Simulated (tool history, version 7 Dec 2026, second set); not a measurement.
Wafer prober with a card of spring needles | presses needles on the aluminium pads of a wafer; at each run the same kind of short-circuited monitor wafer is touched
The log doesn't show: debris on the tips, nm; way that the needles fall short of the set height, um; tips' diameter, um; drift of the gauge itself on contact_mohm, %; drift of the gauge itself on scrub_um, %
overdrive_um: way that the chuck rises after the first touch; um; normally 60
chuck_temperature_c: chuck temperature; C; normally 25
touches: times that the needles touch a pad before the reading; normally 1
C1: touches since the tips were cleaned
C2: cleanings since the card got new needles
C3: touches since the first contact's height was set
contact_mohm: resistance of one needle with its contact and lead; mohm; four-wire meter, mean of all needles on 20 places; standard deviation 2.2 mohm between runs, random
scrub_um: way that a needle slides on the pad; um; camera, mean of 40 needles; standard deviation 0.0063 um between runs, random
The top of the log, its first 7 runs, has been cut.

-- hour=68.3 tips cleaned on abrasive film
run 8 hour=74.1 | overdrive_um=42 chuck_temperature_c=31 touches=1 | C1=2827 C2=31 C3=11462 | contact_mohm=251 scrub_um=6.378
run 9 hour=83.4 | overdrive_um=42 chuck_temperature_c=31 touches=1 | C1=7330 C2=31 C3=15965 | contact_mohm=250 scrub_um=6.379
-- hour=85.4 tips cleaned on abrasive film
run 10 hour=91.7 | overdrive_um=42 chuck_temperature_c=31 touches=1 | C1=3041 C2=32 C3=19959 | contact_mohm=252 scrub_um=6.386
run 11 hour=99.5 | overdrive_um=42 chuck_temperature_c=31 touches=1 | C1=6889 C2=32 C3=23807 | contact_mohm=254 scrub_um=6.379
-- hour=102.5 tips cleaned on abrasive film
run 12 hour=108.3 | overdrive_um=42 chuck_temperature_c=31 touches=1 | C1=2816 C2=33 C3=28026 | contact_mohm=251 scrub_um=6.388
-- hour=119.0 tips cleaned on abrasive film
run 13 hour=120.2 | overdrive_um=60 chuck_temperature_c=27 touches=1 | C1=581 C2=34 C3=33804 | contact_mohm=240 scrub_um=9.134
run 14 hour=130.9 | overdrive_um=60 chuck_temperature_c=27 touches=1 | C1=5766 C2=34 C3=38989 | contact_mohm=241 scrub_um=9.133
-- hour=136.4 tips cleaned on abrasive film
-- hour=139.0 gauge calibrated
run 15 hour=145.3 | overdrive_um=60 chuck_temperature_c=27 touches=1 | C1=4342 C2=35 C3=45990 | contact_mohm=235 scrub_um=9.070
-- hour=153.6 tips cleaned on abrasive film
run 16 hour=157.9 | overdrive_um=60 chuck_temperature_c=25 touches=1 | C1=2091 C2=36 C3=52094 | contact_mohm=239 scrub_um=9.076
-- hour=170.6 tips cleaned on abrasive film
run 17 hour=171.3 | overdrive_um=60 chuck_temperature_c=25 touches=1 | C1=342 C2=37 C3=58553 | contact_mohm=237 scrub_um=9.073
run 18 hour=178.8 | overdrive_um=60 chuck_temperature_c=25 touches=1 | C1=4030 C2=37 C3=62241 | contact_mohm=240 scrub_um=9.079
-- hour=188.0 tips cleaned on abrasive film
run 19 hour=189.9 | overdrive_um=41 chuck_temperature_c=35 touches=1 | C1=924 C2=38 C3=67567 | contact_mohm=257 scrub_um=6.210
-- hour=191.4 height of the first contact set anew
run 20 hour=203.7 | overdrive_um=67 chuck_temperature_c=71 touches=2 | C1=7525 C2=38 C3=5987 | contact_mohm=249 scrub_um=10.152
-- hour=204.9 tips cleaned on abrasive film
run 21 hour=216.0 | overdrive_um=67 chuck_temperature_c=71 touches=2 | C1=5423 C2=39 C3=11958 | contact_mohm=255 scrub_um=10.180
-- hour=222.3 tips cleaned on abrasive film
run 22 hour=222.6 | overdrive_um=67 chuck_temperature_c=71 touches=2 | C1=142 C2=40 C3=15099 | contact_mohm=251 scrub_um=10.180
run 23 hour=234.5 | overdrive_um=42 chuck_temperature_c=69 touches=1 | C1=5945 C2=40 C3=20902 | contact_mohm=263 scrub_um=6.385
-- hour=239.4 tips cleaned on abrasive film
run 24 hour=242.7 | overdrive_um=42 chuck_temperature_c=55 touches=3 | C1=1594 C2=41 C3=24855 | contact_mohm=256 scrub_um=6.386
run 25 hour=253.4 | overdrive_um=64 chuck_temperature_c=46 touches=2 | C1=6812 C2=41 C3=30073 | contact_mohm=241 scrub_um=9.726
-- hour=256.0 tips cleaned on abrasive film
run 26 hour=265.5 | overdrive_um=48 chuck_temperature_c=57 touches=2 | C1=4648 C2=42 C3=35937 | contact_mohm=257 scrub_um=7.311
-- hour=272.5 tips cleaned on abrasive film
run 27 hour=274.9 | overdrive_um=78 chuck_temperature_c=57 touches=2 | C1=1172 C2=43 C3=40492 | contact_mohm=246 scrub_um=11.880
run 28 hour=283.1 | overdrive_um=78 chuck_temperature_c=57 touches=2 | C1=5156 C2=43 C3=44476 | contact_mohm=239 scrub_um=11.883
-- hour=290.0 tips cleaned on abrasive film
run 29 hour=291.4 | overdrive_um=78 chuck_temperature_c=57 touches=2 | C1=716 C2=44 C3=48495 | contact_mohm=247 scrub_um=11.888
run 30 hour=304.7 | overdrive_um=62 chuck_temperature_c=105 touches=2 | C1=7183 C2=44 C3=54962 | contact_mohm=267 scrub_um=9.451
-- hour=306.5 tips cleaned on abrasive film
run 31 hour=314.5 | overdrive_um=62 chuck_temperature_c=105 touches=2 | C1=3916 C2=45 C3=59710 | contact_mohm=262 scrub_um=9.462
-- hour=323.2 tips cleaned on abrasive film
run 32 hour=327.8 | overdrive_um=47 chuck_temperature_c=45 touches=1 | C1=2264 C2=46 C3=66147 | contact_mohm=255 scrub_um=7.184

Run 33 is up next; what results do you expect?
-- hour=332.6 height of the first contact set anew
run 33 hour=335.1 | overdrive_um=59 chuck_temperature_c=33 touches=3 | C1=5672 C2=46 C3=1219 | contact_mohm=? scrub_um=?

{"run 33": {"contact_mohm": 246, "scrub_um": 9.019}}
Were there no unlogged condition in the tool, this run, its random variation unchanged, would have produced contact_mohm 246 mohm, scrub_um 8.912 um.

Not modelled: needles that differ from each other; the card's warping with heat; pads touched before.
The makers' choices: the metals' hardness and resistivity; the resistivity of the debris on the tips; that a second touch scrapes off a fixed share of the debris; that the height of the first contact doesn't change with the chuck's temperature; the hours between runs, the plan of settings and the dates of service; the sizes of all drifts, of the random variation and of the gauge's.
